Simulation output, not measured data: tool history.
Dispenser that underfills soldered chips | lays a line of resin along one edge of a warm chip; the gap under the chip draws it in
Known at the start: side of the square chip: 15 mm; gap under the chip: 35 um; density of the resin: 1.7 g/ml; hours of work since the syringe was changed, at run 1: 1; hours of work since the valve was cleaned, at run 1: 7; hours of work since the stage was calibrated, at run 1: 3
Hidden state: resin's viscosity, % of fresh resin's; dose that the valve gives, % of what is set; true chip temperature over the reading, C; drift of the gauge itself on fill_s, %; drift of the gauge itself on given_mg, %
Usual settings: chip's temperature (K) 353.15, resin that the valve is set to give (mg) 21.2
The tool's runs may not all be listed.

run   hour  chip's temperature (K)  resin that the valve is set to give (mg)  hours of work since the syringe was changed  hours of work since the valve was cleaned  hours of work since the stage was calibrated  time until the resin shows at the far edge (s)  resin that the valve gave (mg)
  1      0                  353.15                                      21.2                                            1                                          7                                             3                                           346.3                           21.13
  2    3.3                  353.15                                      21.2                                            4                                         10                                             5                                           397.7                            21.2
  3    5.4                  353.15                                      20.5                                            5                                         11                                             7                                           432.8                           20.43
       8.4  -- new syringe of resin
  4    8.8                  353.15                                      26.2                                            0                                         13                                             9                                           319.8                            26.1
  5   12.2                  353.15                                      27.4                                            3                                         15                                            11                                           371.9                           27.25
  6     15                  361.15                                      21.2                                            4                                         17                                            13                                           309.5                            21.1
  7   17.7                  354.15                                      21.2                                            6                                         19                                            15                                           458.1                           20.98
      19.2  -- new syringe of resin
  8   22.5                  354.15                                      21.2                                            2                                         22                                            18                                           359.9                           20.99
  9   24.7                  354.15                                      21.2                                            4                                         23                                            19                                           400.1                           21.04
 10   26.6                  354.15                                      21.2                                            5                                         25                                            21                                           434.1                           20.99
 11     29                  354.15                                      21.2                                            7                                         26                                            22                                           483.2                           20.95
      29.9  -- new syringe of resin
 12   32.7                  354.15                                        20                                            2                                         29                                            24                                           354.4                           19.75
 13   35.9                  354.15                                        20                                            4                                         31                                            27                                           405.4                           19.77
 14   38.5                  354.15                                        20                                            6                                         32                                            28                                           452.5                            19.7
      40.5  -- new syringe of resin
 15   42.6                  354.15                                        20                                            1                                         35                                            31                                           340.6                           19.65
 16   44.5                  354.15                                        20                                            3                                         36                                            32                                           373.9                           19.67
 17   48.1                  354.15                                        20                                            5                                         39                                            35                                           430.7                            19.6
      51.3  -- new syringe of resin
 18   51.9                  353.15                                      25.6                                            0                                         41                                            37                                           320.3                            25.1
 19     56                  339.15                                      26.4                                            3                                         44                                            40                                           687.5                           25.89
 20   58.3                  349.15                                      20.9                                            5                                         45                                            41                                           511.2                           20.39
 21   60.4                  349.15                                      20.9                                            6                                         47                                            43                                           569.9                           20.49
      61.9  -- new syringe of resin
 22     63                  349.15                                      20.9                                            1                                         48                                            44                                             382                           20.41
 23   65.1                  349.15                                      20.9                                            2                                         50                                            46                                             429                           20.42
 24   68.4                  359.15                                      24.1                                            4                                         52                                            48                                           327.6                           23.48
      72.5  -- new syringe of resin
 25   72.7                  357.15                                      26.9                                            0                                         55                                            50                                           273.6                           26.15
 26   75.8                  351.15                                      20.9                                            2                                         57                                            53                                           403.6                           20.38
 27   80.1                  352.15                                      21.2                                            5                                         60                                            55                                           473.2                           20.59
 28   82.6                  352.15                                      21.2                                            7                                         61                                            57                                           530.6                            20.6
      83.3  -- new syringe of resin
 29   87.1                  363.15                                      23.2                                            3                                         64                                            60                                           252.8                           22.47
 30   89.8                  363.15                                      23.2                                            4                                         66                                            62                                           290.2                           22.42
 31   92.4                  368.15                                      20.8                                            6                                         68                                            63                                           270.6                           20.14
      94.3  -- dispensing valve cleaned and set on the balance
      94.9  -- new syringe of resin
 32   98.3                  368.15                                      20.8                                            2                                          2                                            66                                           211.7                           20.79
 33  100.2                  366.15                                      25.4                                            4                                          4                                            68                                           243.5                           25.32
 34  103.8                  366.15                                      25.4                                            6                                          6                                            70                                           275.8                           25.32
     105.7  -- new syringe of resin
 35  108.7                  366.15                                      25.4                                            2                                          9                                            73                                           218.2                           25.35

Hidden state or all else? Some run-to-run changes of time until the resin shows at the far edge (s), split into what the settings, what came in and random variation would give without the hidden state, and what is left for the hidden state (with any gauge scatter that isn't in both results):
Run 11 -> 12: resin that the valve is set to give (mg) 21.2 -> 20, new syringe of resin. time until the resin shows at the far edge (s) -128.8: hidden state -128.8, all else +0.
Run 18 -> 19: chip's temperature (K) 353.15 -> 339.15, resin that the valve is set to give (mg) 25.6 -> 26.4. time until the resin shows at the far edge (s) +367.2: hidden state +118, all else +249.2.
Run 21 -> 22: new syringe of resin. time until the resin shows at the far edge (s) -187.9: hidden state -173.7, all else -14.2.
Run 28 -> 29: chip's temperature (K) 352.15 -> 363.15, resin that the valve is set to give (mg) 21.2 -> 23.2, new syringe of resin. time until the resin shows at the far edge (s) -277.8: hidden state -152.1, all else -125.7.

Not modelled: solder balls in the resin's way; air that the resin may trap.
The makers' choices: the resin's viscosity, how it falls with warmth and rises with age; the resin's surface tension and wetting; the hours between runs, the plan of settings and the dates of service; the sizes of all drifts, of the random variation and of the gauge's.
